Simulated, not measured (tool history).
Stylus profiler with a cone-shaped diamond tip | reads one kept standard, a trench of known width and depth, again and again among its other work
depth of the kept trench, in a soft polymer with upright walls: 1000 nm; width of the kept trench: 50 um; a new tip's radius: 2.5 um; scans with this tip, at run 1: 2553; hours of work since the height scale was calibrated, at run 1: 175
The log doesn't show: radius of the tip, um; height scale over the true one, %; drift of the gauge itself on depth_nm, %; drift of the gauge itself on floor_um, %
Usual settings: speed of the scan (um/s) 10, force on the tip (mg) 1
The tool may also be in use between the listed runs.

run,hour,speed of the scan (um/s),force on the tip (mg),scans with this tip,hours of work since the height scale was calibrated,depth of the trench (nm),width of the trench's floor (µm)
1,0,10,1,2553,175,1005.93,45.99
2,51.5,10,1,3025,207,1005.7,45.91
3,133.3,10,0.8,3776,259,1004.76,45.96
4,192.7,10,0.8,4321,296,1004.94,45.98
5,243.9,10,0.8,4791,329,1004.95,46.01
6,293,10,1.3,5242,359,1006.92,45.93
7,341.5,10,1.3,5686,390,1007.01,45.96
8,416.7,10,1,6376,437,1005.74,46
9,470,10,1,6865,471,1005.77,45.97
10,507.9,10,1,7213,495,1005.81,45.9
11,573.2,10,1,7812,536,1005.77,45.99
12,612.7,10,1,8175,560,1005.87,45.95
# hour 648.7: new tip fitted, height scale calibrated
13,685.2,10,1,335,23,1005.84,46.04
14,754.2,10,1,969,66,1005.69,45.96
15,801,10,1,1398,96,1005.87,45.97
16,873.3,10,1,2061,141,1005.63,45.93
17,940,6,1,2674,183,1005.85,45.99
18,1010.2,6,1,3318,227,1005.72,45.99
19,1070.4,6,1,3870,265,1005.87,46
20,1130.8,6,1,4424,303,1005.91,45.97
21,1186,6,1,4930,338,1005.81,46
22,1234,13,2.35,5371,368,1010.23,45.97
23,1300.9,13,2.35,5985,410,1010.25,45.97
24,1387.7,15,1.14,6781,465,1006.31,46
25,1474.2,15,1.14,7575,519,1006.2,45.99
26,1560.9,15,1.14,8370,574,1006.26,45.95
# hour 1570.4: new tip fitted, height scale calibrated
27,1647.7,14,0.44,709,49,1003.46,45.95
28,1699.7,19,0.37,1186,81,1003.03,45.97
29,1783.3,28,1.03,1953,134,1005.94,45.93
30,1821.9,28,1.03,2308,158,1005.87,45.95
31,1903.2,10,0.87,3053,209,1005.3,46.01
32,1971,14,0.33,3676,252,1002.73,46
33,2007.6,14,0.33,4011,275,1002.84,45.96
34,2056.6,4,0.74,4461,306,1004.7,45.99

Forecast each of these 4 alternatives for the next run:
A,2093.8,5,0.71,4802,329,?,?
B,2093.8,6,0.56,4802,329,?,?
C,2093.8,3,1,4802,329,?,?
D,2093.8,3,1.29,4802,329,?,?

run,depth of the trench (nm),width of the trench's floor (µm)
A,1004.65,45.94
B,1003.93,45.97
C,1005.8,46.02
D,1006.87,45.99
Without the tool's hidden state the same runs would have given:
run,depth of the trench (nm),width of the trench's floor (µm)
A,1004.64,45.95
B,1003.92,45.99
C,1005.8,46.03
D,1006.87,46

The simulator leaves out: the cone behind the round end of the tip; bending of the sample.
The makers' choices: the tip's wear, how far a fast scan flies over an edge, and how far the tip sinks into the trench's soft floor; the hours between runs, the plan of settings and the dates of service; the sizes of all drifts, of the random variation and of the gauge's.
